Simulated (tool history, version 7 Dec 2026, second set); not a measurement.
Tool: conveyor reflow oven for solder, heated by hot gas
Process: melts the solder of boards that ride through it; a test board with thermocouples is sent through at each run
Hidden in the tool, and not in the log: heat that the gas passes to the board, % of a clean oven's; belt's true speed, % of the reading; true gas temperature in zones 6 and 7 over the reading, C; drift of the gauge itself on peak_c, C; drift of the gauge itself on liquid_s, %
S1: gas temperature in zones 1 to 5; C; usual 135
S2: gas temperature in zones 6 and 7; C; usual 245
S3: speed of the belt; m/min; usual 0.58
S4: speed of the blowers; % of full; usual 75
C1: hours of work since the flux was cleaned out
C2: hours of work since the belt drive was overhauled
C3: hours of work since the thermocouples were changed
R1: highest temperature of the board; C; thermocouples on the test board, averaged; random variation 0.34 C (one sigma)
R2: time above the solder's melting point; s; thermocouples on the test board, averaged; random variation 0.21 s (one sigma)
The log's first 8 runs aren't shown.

run 9 day=16.042 | S1=135 S2=245 S3=0.58 S4=84 | C1=331 C2=1264 C3=86 | R1=222.3 R2=48.8
-- day=17.204 belt drive overhauled, speed set with a stopwatch
run 10 day=17.967 | S1=135 S2=245 S3=0.58 S4=84 | C1=356 C2=11 C3=111 | R1=220.2 R2=46.4
-- day=18.375 flux residue cleaned out of gas plates and filters
run 11 day=20.121 | S1=135 S2=245 S3=0.58 S4=84 | C1=25 C2=39 C3=139 | R1=218.2 R2=45.8
run 12 day=22.3 | S1=135 S2=245 S3=0.58 S4=84 | C1=56 C2=70 C3=170 | R1=217.8 R2=45.4
run 13 day=24.362 | S1=135 S2=242 S3=0.58 S4=84 | C1=85 C2=99 C3=200 | R1=215.1 R2=43.5
-- day=24.717 flux residue cleaned out of gas plates and filters, once more
run 14 day=25.821 | S1=135 S2=245 S3=0.594 S4=75 | C1=16 C2=117 C3=217 | R1=219.8 R2=44.8
run 15 day=27.058 | S1=135 S2=245 S3=0.58 S4=75 | C1=33 C2=135 C3=235 | R1=219.8 R2=46.4
run 16 day=28.738 | S1=135 S2=245 S3=0.58 S4=75 | C1=57 C2=159 C3=259 | R1=220.5 R2=46.4
run 17 day=31.304 | S1=125 S2=245 S3=0.482 S4=75 | C1=94 C2=195 C3=296 | R1=224.9 R2=57.4
run 18 day=32.829 | S1=122 S2=244 S3=0.644 S4=83 | C1=116 C2=217 C3=317 | R1=213.4 R2=34.6
run 19 day=34.804 | S1=135 S2=245 S3=0.587 S4=75 | C1=144 C2=245 C3=345 | R1=218.8 R2=45.4
run 20 day=36.083 | S1=132 S2=243 S3=0.535 S4=75 | C1=162 C2=263 C3=364 | R1=220 R2=50.2
run 21 day=37.888 | S1=146 S2=253 S3=0.535 S4=81 | C1=188 C2=289 C3=389 | R1=232.1 R2=61.7
run 22 day=40.008 | S1=145 S2=237 S3=0.514 S4=75 | C1=218 C2=319 C3=420 | R1=218.6 R2=55.7
run 23 day=41.754 | S1=128 S2=259 S3=0.58 S4=75 | C1=243 C2=344 C3=445 | R1=228.4 R2=49.7
run 24 day=43.417 | S1=126 S2=239 S3=0.461 S4=73 | C1=267 C2=368 C3=468 | R1=219.5 R2=56.9

The next listed run, before its measurement:
run 25 day=45.854 | S1=126 S2=239 S3=0.461 S4=73 | C1=301 C2=403 C3=503 | R1=? R2=?

Run 25 gave R1 219.5 C, R2 57.3 s.
Without the tool's hidden state the same run would have given R1 221.9 C, R2 58.8 s.

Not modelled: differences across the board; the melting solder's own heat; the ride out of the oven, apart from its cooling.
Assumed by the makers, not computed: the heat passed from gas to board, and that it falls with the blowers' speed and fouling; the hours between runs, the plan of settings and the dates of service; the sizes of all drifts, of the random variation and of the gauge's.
